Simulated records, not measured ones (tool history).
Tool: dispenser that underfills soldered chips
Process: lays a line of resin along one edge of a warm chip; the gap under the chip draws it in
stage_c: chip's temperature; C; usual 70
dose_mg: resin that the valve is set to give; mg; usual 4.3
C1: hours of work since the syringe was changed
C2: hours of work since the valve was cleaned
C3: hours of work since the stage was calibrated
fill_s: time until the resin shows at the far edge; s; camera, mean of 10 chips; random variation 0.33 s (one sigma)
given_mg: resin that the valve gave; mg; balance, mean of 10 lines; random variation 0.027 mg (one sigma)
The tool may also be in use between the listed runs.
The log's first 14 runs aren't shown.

{"day": 5.825, "done": "new syringe of resin"}
{"run": 15, "day": 6.288, "stage_c": 63, "dose_mg": 4.3, "C1": 8, "C2": 67, "C3": 127, "fill_s": 21.9, "given_mg": 4.23}
{"day": 6.367, "done": "new syringe of resin"}
{"run": 16, "day": 6.754, "stage_c": 70, "dose_mg": 4.3, "C1": 7, "C2": 76, "C3": 135, "fill_s": 16.1, "given_mg": 4.21}
{"day": 6.908, "done": "new syringe of resin"}
{"run": 17, "day": 7.142, "stage_c": 70, "dose_mg": 4.3, "C1": 4, "C2": 82, "C3": 142, "fill_s": 14.9, "given_mg": 4.2}
{"day": 7.462, "done": "new syringe of resin"}
{"run": 18, "day": 7.679, "stage_c": 62, "dose_mg": 4.05, "C1": 4, "C2": 92, "C3": 151, "fill_s": 19.5, "given_mg": 3.92}
{"day": 8.012, "done": "new syringe of resin"}
{"run": 19, "day": 8.192, "stage_c": 57, "dose_mg": 5.03, "C1": 3, "C2": 101, "C3": 160, "fill_s": 21.4, "given_mg": 4.84}
{"day": 8.533, "done": "new syringe of resin"}
{"run": 20, "day": 8.554, "stage_c": 73, "dose_mg": 4.3, "C1": 0, "C2": 107, "C3": 167, "fill_s": 11.8, "given_mg": 4.13}
{"day": 9.058, "done": "new syringe of resin"}
{"run": 21, "day": 9.088, "stage_c": 63, "dose_mg": 4.9, "C1": 1, "C2": 117, "C3": 176, "fill_s": 16.1, "given_mg": 4.72}
{"run": 22, "day": 9.408, "stage_c": 70, "dose_mg": 4.23, "C1": 6, "C2": 123, "C3": 182, "fill_s": 15.4, "given_mg": 4.05}
{"day": 9.579, "done": "new syringe of resin"}
{"run": 23, "day": 9.783, "stage_c": 70, "dose_mg": 4.23, "C1": 4, "C2": 129, "C3": 189, "fill_s": 14.7, "given_mg": 4.07}
{"day": 10.104, "done": "new syringe of resin"}
{"run": 24, "day": 10.317, "stage_c": 62, "dose_mg": 4.3, "C1": 4, "C2": 139, "C3": 198, "fill_s": 19.5, "given_mg": 4.01}
{"day": 10.633, "done": "new syringe of resin"}
{"day": 10.729, "done": "dispensing valve cleaned and set on the balance"}
{"run": 25, "day": 10.804, "stage_c": 62, "dose_mg": 4.3, "C1": 2, "C2": 1, "C3": 206, "fill_s": 18.1, "given_mg": 4.26}
{"day": 11.217, "done": "new syringe of resin"}
{"run": 26, "day": 11.379, "stage_c": 62, "dose_mg": 4.3, "C1": 3, "C2": 12, "C3": 216, "fill_s": 18.6, "given_mg": 4.28}
{"day": 11.779, "done": "new syringe of resin"}
{"run": 27, "day": 11.825, "stage_c": 59, "dose_mg": 4.7, "C1": 1, "C2": 19, "C3": 224, "fill_s": 18.6, "given_mg": 4.61}
{"day": 12.308, "done": "new syringe of resin"}
{"run": 28, "day": 12.354, "stage_c": 59, "dose_mg": 4.7, "C1": 1, "C2": 29, "C3": 234, "fill_s": 19.2, "given_mg": 4.68}
{"day": 12.838, "done": "new syringe of resin"}
{"run": 29, "day": 12.942, "stage_c": 62, "dose_mg": 4.05, "C1": 2, "C2": 39, "C3": 244, "fill_s": 18, "given_mg": 3.92}
{"day": 13.388, "done": "new syringe of resin"}
{"run": 30, "day": 13.458, "stage_c": 62, "dose_mg": 4.16, "C1": 1, "C2": 48, "C3": 253, "fill_s": 17.9, "given_mg": 4.06}
{"run": 31, "day": 13.721, "stage_c": 62, "dose_mg": 3.7, "C1": 6, "C2": 53, "C3": 258, "fill_s": 21.5, "given_mg": 3.62}
{"day": 13.921, "done": "new syringe of resin"}
{"run": 32, "day": 13.992, "stage_c": 58, "dose_mg": 4.93, "C1": 1, "C2": 58, "C3": 263, "fill_s": 19.3, "given_mg": 4.85}
{"run": 33, "day": 14.325, "stage_c": 57, "dose_mg": 5.13, "C1": 7, "C2": 64, "C3": 269, "fill_s": 25.2, "given_mg": 5.02}
{"day": 14.458, "done": "new syringe of resin"}
{"run": 34, "day": 14.625, "stage_c": 56, "dose_mg": 4.37, "C1": 3, "C2": 69, "C3": 274, "fill_s": 22.5, "given_mg": 4.26}

Forecast each of these 4 alternatives for the next run:
{"day": 15.012, "done": "new syringe of resin"}
{"run": "A", "day": 15.142, "stage_c": 70, "dose_mg": 4.84, "C1": 2, "C2": 78, "C3": 283, "fill_s": "?", "given_mg": "?"}
{"day": 15.012, "done": "new syringe of resin"}
{"run": "B", "day": 15.142, "stage_c": 56, "dose_mg": 5.02, "C1": 2, "C2": 78, "C3": 283, "fill_s": "?", "given_mg": "?"}
{"day": 15.012, "done": "new syringe of resin"}
{"run": "C", "day": 15.142, "stage_c": 65, "dose_mg": 4.01, "C1": 2, "C2": 78, "C3": 283, "fill_s": "?", "given_mg": "?"}
{"day": 15.012, "done": "new syringe of resin"}
{"run": "D", "day": 15.142, "stage_c": 70, "dose_mg": 4.37, "C1": 2, "C2": 78, "C3": 283, "fill_s": "?", "given_mg": "?"}

run=A fill_s=13 given_mg=4.74
run=B fill_s=22.1 given_mg=4.85
run=C fill_s=16 given_mg=3.87
run=D fill_s=13.6 given_mg=4.24
Without the tool's hidden state the same runs would have given:
run=A fill_s=12.7 given_mg=4.87
run=B fill_s=21.8 given_mg=4.98
run=C fill_s=15.7 given_mg=3.97
run=D fill_s=13.3 given_mg=4.36
